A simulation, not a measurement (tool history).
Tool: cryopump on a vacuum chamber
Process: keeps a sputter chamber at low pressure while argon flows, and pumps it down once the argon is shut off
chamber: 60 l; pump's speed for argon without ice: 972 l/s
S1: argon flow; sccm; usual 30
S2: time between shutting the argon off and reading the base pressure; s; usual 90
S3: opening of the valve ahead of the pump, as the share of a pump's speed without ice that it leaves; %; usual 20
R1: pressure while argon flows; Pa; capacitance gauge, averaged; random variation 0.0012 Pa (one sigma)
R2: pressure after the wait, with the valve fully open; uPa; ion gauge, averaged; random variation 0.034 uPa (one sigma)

| run | hour | S1 | S2 | S3 | R1 | R2 |
|---|---|---|---|---|---|---|
| 1 | 0.0 | 30 | 90 | 20 | 0.2710 | 2.85 |
| 2 | 88.8 | 30 | 90 | 20 | 0.2736 | 2.98 |
| 3 | 206.3 | 30 | 90 | 20 | 0.2762 | 3.10 |
| 4 | 310.3 | 30 | 90 | 59 | 0.1077 | 3.25 |
| 5 | 404.4 | 30 | 90 | 59 | 0.1110 | 3.41 |
|  | 502.2 | pump warmed up, emptied and cooled again |
| 6 | 502.2 | 30 | 90 | 59 | 0.0893 | 2.95 |
| 7 | 572.7 | 30 | 90 | 21 | 0.2522 | 2.91 |
| 8 | 646.3 | 30 | 90 | 21 | 0.2537 | 3.02 |
| 9 | 727.3 | 30 | 90 | 20 | 0.2651 | 3.08 |
| 10 | 844.5 | 30 | 25 | 20 | 0.2657 | 6.97 |
| 11 | 926.1 | 30 | 136 | 20 | 0.2710 | 2.84 |
| 12 | 974.1 | 30 | 293 | 56 | 0.1039 | 2.42 |
| 13 | 1072.5 | 30 | 90 | 58 | 0.1017 | 3.54 |
| 14 | 1174.6 | 30 | 90 | 58 | 0.1057 | 3.80 |
|  | 1225.6 | leaking fittings of the chamber tightened, without venting |
| 15 | 1243.1 | 30 | 90 | 58 | 0.1077 | 2.00 |
| 16 | 1348.6 | 30 | 271 | 20 | 0.2802 | 1.06 |
| 17 | 1434.3 | 13 | 66 | 24 | 0.1032 | 2.73 |
| 18 | 1488.5 | 15 | 298 | 30 | 0.0998 | 1.08 |
|  | 1536.5 | pump warmed up, emptied and cooled again |
| 19 | 1584.6 | 16 | 298 | 17 | 0.1646 | 0.94 |
| 20 | 1658.8 | 50 | 21 | 58 | 0.1577 | 7.27 |
| 21 | 1727.5 | 50 | 21 | 58 | 0.1594 | 7.39 |
| 22 | 1793.8 | 50 | 21 | 58 | 0.1612 | 7.23 |

Forecast each of these 4 alternatives for the next run:
| A | 1870.5 | 17 | 21 | 45 | ? | ? |
| B | 1870.5 | 50 | 51 | 58 | ? | ? |
| C | 1870.5 | 14 | 92 | 27 | ? | ? |
| D | 1870.5 | 50 | 69 | 43 | ? | ? |

| run | R1 | R2 |
|---|---|---|
| A | 0.0705 | 7.36 |
| B | 0.1643 | 3.42 |
| C | 0.0942 | 2.22 |
| D | 0.2172 | 2.68 |
Without the tool's hidden state the same runs would have given:
| run | R1 | R2 |
|---|---|---|
| A | 0.0657 | 6.96 |
| B | 0.1502 | 3.03 |
| C | 0.0902 | 1.83 |
| D | 0.2031 | 2.29 |

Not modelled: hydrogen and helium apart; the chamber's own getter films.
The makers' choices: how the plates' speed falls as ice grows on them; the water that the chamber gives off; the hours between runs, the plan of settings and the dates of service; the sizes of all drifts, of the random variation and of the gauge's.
